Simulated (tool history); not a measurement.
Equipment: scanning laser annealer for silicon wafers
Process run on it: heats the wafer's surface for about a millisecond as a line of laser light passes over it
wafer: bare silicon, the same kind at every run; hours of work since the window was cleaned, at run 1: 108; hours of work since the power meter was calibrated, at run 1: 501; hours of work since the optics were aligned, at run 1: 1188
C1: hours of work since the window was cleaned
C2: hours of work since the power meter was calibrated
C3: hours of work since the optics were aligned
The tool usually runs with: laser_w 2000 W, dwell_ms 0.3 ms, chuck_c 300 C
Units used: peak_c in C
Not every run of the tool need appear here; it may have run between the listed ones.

{"run": 1, "hour": 0.0, "laser_w": 2000, "dwell_ms": 0.3, "chuck_c": 300, "C1": 108, "C2": 501, "C3": 1188, "peak_c": 1032}
{"hour": 21.6, "done": "optics aligned, line set to its width"}
{"run": 2, "hour": 32.6, "laser_w": 2000, "dwell_ms": 0.3, "chuck_c": 300, "C1": 126, "C2": 518, "C3": 7, "peak_c": 1037}
{"run": 3, "hour": 60.7, "laser_w": 2000, "dwell_ms": 0.3, "chuck_c": 300, "C1": 144, "C2": 536, "C3": 25, "peak_c": 1034}
{"run": 4, "hour": 111.1, "laser_w": 2000, "dwell_ms": 0.3, "chuck_c": 300, "C1": 176, "C2": 568, "C3": 57, "peak_c": 1029}
{"run": 5, "hour": 143.1, "laser_w": 2000, "dwell_ms": 0.3, "chuck_c": 274, "C1": 196, "C2": 589, "C3": 78, "peak_c": 1000}
{"run": 6, "hour": 174.4, "laser_w": 2000, "dwell_ms": 0.3, "chuck_c": 274, "C1": 216, "C2": 609, "C3": 98, "peak_c": 1001}
{"run": 7, "hour": 223.0, "laser_w": 2000, "dwell_ms": 0.3, "chuck_c": 274, "C1": 248, "C2": 640, "C3": 129, "peak_c": 996}
{"run": 8, "hour": 279.0, "laser_w": 2000, "dwell_ms": 0.3, "chuck_c": 274, "C1": 283, "C2": 676, "C3": 164, "peak_c": 997}
{"run": 9, "hour": 337.2, "laser_w": 2000, "dwell_ms": 0.3, "chuck_c": 282, "C1": 320, "C2": 713, "C3": 202, "peak_c": 1004}
{"run": 10, "hour": 366.3, "laser_w": 2000, "dwell_ms": 0.232, "chuck_c": 300, "C1": 339, "C2": 731, "C3": 220, "peak_c": 929}
{"hour": 404.5, "done": "window over the wafer cleaned"}
{"run": 11, "hour": 406.7, "laser_w": 2000, "dwell_ms": 0.232, "chuck_c": 300, "C1": 1, "C2": 756, "C3": 245, "peak_c": 953}
{"run": 12, "hour": 459.1, "laser_w": 2000, "dwell_ms": 0.232, "chuck_c": 300, "C1": 35, "C2": 789, "C3": 278, "peak_c": 952}
{"run": 13, "hour": 498.2, "laser_w": 2000, "dwell_ms": 0.232, "chuck_c": 300, "C1": 60, "C2": 814, "C3": 303, "peak_c": 949}
{"run": 14, "hour": 549.3, "laser_w": 2000, "dwell_ms": 0.232, "chuck_c": 300, "C1": 93, "C2": 847, "C3": 336, "peak_c": 950}
{"run": 15, "hour": 596.2, "laser_w": 2068, "dwell_ms": 0.228, "chuck_c": 300, "C1": 123, "C2": 877, "C3": 366, "peak_c": 965}
{"run": 16, "hour": 627.4, "laser_w": 2000, "dwell_ms": 0.3, "chuck_c": 331, "C1": 142, "C2": 897, "C3": 386, "peak_c": 1066}
{"run": 17, "hour": 665.4, "laser_w": 2000, "dwell_ms": 0.254, "chuck_c": 300, "C1": 167, "C2": 921, "C3": 410, "peak_c": 971}

What does the tool deliver on the next run?
{"run": 18, "hour": 718.1, "laser_w": 2049, "dwell_ms": 0.294, "chuck_c": 276, "C1": 200, "C2": 955, "C3": 444, "peak_c": "?"}

{"run 18": {"peak_c": 1019}}
Were there no unlogged condition in the tool, this run, its random variation unchanged, would have produced peak_c 1037 C.
